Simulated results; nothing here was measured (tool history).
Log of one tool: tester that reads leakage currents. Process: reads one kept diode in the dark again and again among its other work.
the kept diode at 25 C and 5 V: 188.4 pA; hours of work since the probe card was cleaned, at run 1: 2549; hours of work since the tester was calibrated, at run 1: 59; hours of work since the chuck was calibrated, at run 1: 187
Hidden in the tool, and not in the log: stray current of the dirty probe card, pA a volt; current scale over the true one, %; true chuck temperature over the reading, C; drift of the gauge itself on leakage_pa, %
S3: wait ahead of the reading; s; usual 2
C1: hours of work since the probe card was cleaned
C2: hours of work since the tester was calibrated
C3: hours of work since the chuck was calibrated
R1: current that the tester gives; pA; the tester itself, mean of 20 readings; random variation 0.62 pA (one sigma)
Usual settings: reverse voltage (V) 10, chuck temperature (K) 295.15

run 1 hour=0 | reverse_voltage_(V)=10 chuck_temperature_(K)=295.15 S3=2 | C1=2549 C2=59 C3=187 | R1=206.01
run 2 hour=103.4 | reverse_voltage_(V)=10 chuck_temperature_(K)=295.15 S3=2 | C1=2602 C2=112 C3=240 | R1=205.21
run 3 hour=217 | reverse_voltage_(V)=2.3 chuck_temperature_(K)=295.15 S3=2 | C1=2660 C2=171 C3=298 | R1=102.48
run 4 hour=358 | reverse_voltage_(V)=2.3 chuck_temperature_(K)=295.15 S3=2 | C1=2733 C2=243 C3=371 | R1=102.64
run 5 hour=483.4 | reverse_voltage_(V)=2.3 chuck_temperature_(K)=296.15 S3=2 | C1=2797 C2=308 C3=436 | R1=110.84
run 6 hour=558.4 | reverse_voltage_(V)=10 chuck_temperature_(K)=295.15 S3=7.26 | C1=2836 C2=346 C3=474 | R1=204.4
run 7 hour=650.4 | reverse_voltage_(V)=10 chuck_temperature_(K)=295.15 S3=7.26 | C1=2883 C2=394 C3=522 | R1=205.76
run 8 hour=709.4 | reverse_voltage_(V)=10 chuck_temperature_(K)=295.15 S3=7.26 | C1=2914 C2=424 C3=552 | R1=205.49
run 9 hour=834.6 | reverse_voltage_(V)=9.4 chuck_temperature_(K)=295.15 S3=2 | C1=2978 C2=488 C3=616 | R1=200.67
run 10 hour=954.3 | reverse_voltage_(V)=9.4 chuck_temperature_(K)=295.15 S3=2 | C1=3040 C2=550 C3=678 | R1=199.07
run 11 hour=1052.3 | reverse_voltage_(V)=9.4 chuck_temperature_(K)=295.15 S3=2 | C1=3090 C2=601 C3=728 | R1=200.91
run 12 hour=1172.3 | reverse_voltage_(V)=10 chuck_temperature_(K)=295.15 S3=2 | C1=3152 C2=662 C3=790 | R1=206.15
run 13 hour=1308.2 | reverse_voltage_(V)=10 chuck_temperature_(K)=295.15 S3=2 | C1=3222 C2=732 C3=860 | R1=205.9
run 14 hour=1403.7 | reverse_voltage_(V)=10 chuck_temperature_(K)=295.15 S3=2 | C1=3271 C2=781 C3=909 | R1=205.23
run 15 hour=1529.2 | reverse_voltage_(V)=10 chuck_temperature_(K)=311.15 S3=2 | C1=3336 C2=846 C3=974 | R1=706.91
run 16 hour=1655.6 | reverse_voltage_(V)=10 chuck_temperature_(K)=295.15 S3=2 | C1=3401 C2=911 C3=1039 | R1=204.85
run 17 hour=1785.3 | reverse_voltage_(V)=10 chuck_temperature_(K)=295.15 S3=2 | C1=3468 C2=978 C3=1106 | R1=204.91
run 18 hour=1891.7 | reverse_voltage_(V)=2.6 chuck_temperature_(K)=295.15 S3=2 | C1=3522 C2=1033 C3=1161 | R1=108.31
run 19 hour=2013.2 | reverse_voltage_(V)=2.6 chuck_temperature_(K)=295.15 S3=2 | C1=3585 C2=1095 C3=1223 | R1=108.45
run 20 hour=2115.9 | reverse_voltage_(V)=10 chuck_temperature_(K)=295.15 S3=2 | C1=3638 C2=1148 C3=1276 | R1=205.55
run 21 hour=2174.5 | reverse_voltage_(V)=10 chuck_temperature_(K)=295.15 S3=2 | C1=3668 C2=1178 C3=1306 | R1=205.99
run 22 hour=2265.7 | reverse_voltage_(V)=10 chuck_temperature_(K)=295.15 S3=2 | C1=3715 C2=1225 C3=1353 | R1=206.48
-- hour=2323.6 probe card cleaned and baked
run 23 hour=2408.3 | reverse_voltage_(V)=10 chuck_temperature_(K)=295.15 S3=2 | C1=44 C2=1297 C3=1425 | R1=204.25
-- hour=2514.2 chuck's temperature calibrated
run 24 hour=2533.9 | reverse_voltage_(V)=10 chuck_temperature_(K)=318.15 S3=2 | C1=107 C2=1361 C3=10 | R1=1175.21
run 25 hour=2651.6 | reverse_voltage_(V)=1 chuck_temperature_(K)=304.15 S3=2 | C1=168 C2=1421 C3=71 | R1=140.7
run 26 hour=2737.4 | reverse_voltage_(V)=1 chuck_temperature_(K)=304.15 S3=1.12 | C1=212 C2=1465 C3=115 | R1=141
run 27 hour=2814.1 | reverse_voltage_(V)=10 chuck_temperature_(K)=312.15 S3=4.71 | C1=251 C2=1505 C3=154 | R1=759.92
run 28 hour=2928.8 | reverse_voltage_(V)=2.4 chuck_temperature_(K)=312.15 S3=1.12 | C1=311 C2=1564 C3=213 | R1=387.08
run 29 hour=3035.2 | reverse_voltage_(V)=10 chuck_temperature_(K)=295.15 S3=5.96 | C1=365 C2=1619 C3=268 | R1=206.05
run 30 hour=3145.5 | reverse_voltage_(V)=10 chuck_temperature_(K)=302.15 S3=1.98 | C1=422 C2=1676 C3=325 | R1=358.43
run 31 hour=3265.8 | reverse_voltage_(V)=10 chuck_temperature_(K)=302.15 S3=1.98 | C1=484 C2=1737 C3=387 | R1=356.39
run 32 hour=3386.9 | reverse_voltage_(V)=10 chuck_temperature_(K)=295.15 S3=1.91 | C1=546 C2=1800 C3=449 | R1=204.08
run 33 hour=3446.5 | reverse_voltage_(V)=2.5 chuck_temperature_(K)=295.15 S3=3.02 | C1=577 C2=1830 C3=480 | R1=106.68
run 34 hour=3570.1 | reverse_voltage_(V)=11.2 chuck_temperature_(K)=314.15 S3=4.83 | C1=641 C2=1894 C3=544 | R1=927.25
run 35 hour=3667.5 | reverse_voltage_(V)=11.2 chuck_temperature_(K)=314.15 S3=4.83 | C1=691 C2=1944 C3=594 | R1=931.3
run 36 hour=3746.5 | reverse_voltage_(V)=2.2 chuck_temperature_(K)=314.15 S3=5.78 | C1=731 C2=1985 C3=634 | R1=428.99
run 37 hour=3881.5 | reverse_voltage_(V)=5.4 chuck_temperature_(K)=295.15 S3=7.07 | C1=801 C2=2054 C3=704 | R1=153.41
run 38 hour=3941.2 | reverse_voltage_(V)=12.9 chuck_temperature_(K)=298.15 S3=2.25 | C1=832 C2=2085 C3=735 | R1=295.85
run 39 hour=4084.4 | reverse_voltage_(V)=12.9 chuck_temperature_(K)=311.15 S3=2.25 | C1=905 C2=2159 C3=808 | R1=801.41

3 ways to go on from here, each from the tool as it stands after run 39. What would each give?
run A hour=4198.7 | reverse_voltage_(V)=1.4 chuck_temperature_(K)=330.15 S3=4.21 | C1=964 C2=2218 C3=867 | R1=?
run B hour=4198.7 | reverse_voltage_(V)=10 chuck_temperature_(K)=295.15 S3=3.24 | C1=964 C2=2218 C3=867 | R1=?
run C hour=4198.7 | reverse_voltage_(V)=4.6 chuck_temperature_(K)=295.15 S3=0.52 | C1=964 C2=2218 C3=867 | R1=?

run=A R1=1032.23
run=B R1=205.61
run=C R1=142.76
Without the tool's hidden state the same runs would have given:
run=A R1=1033.55
run=B R1=205.82
run=C R1=142.94
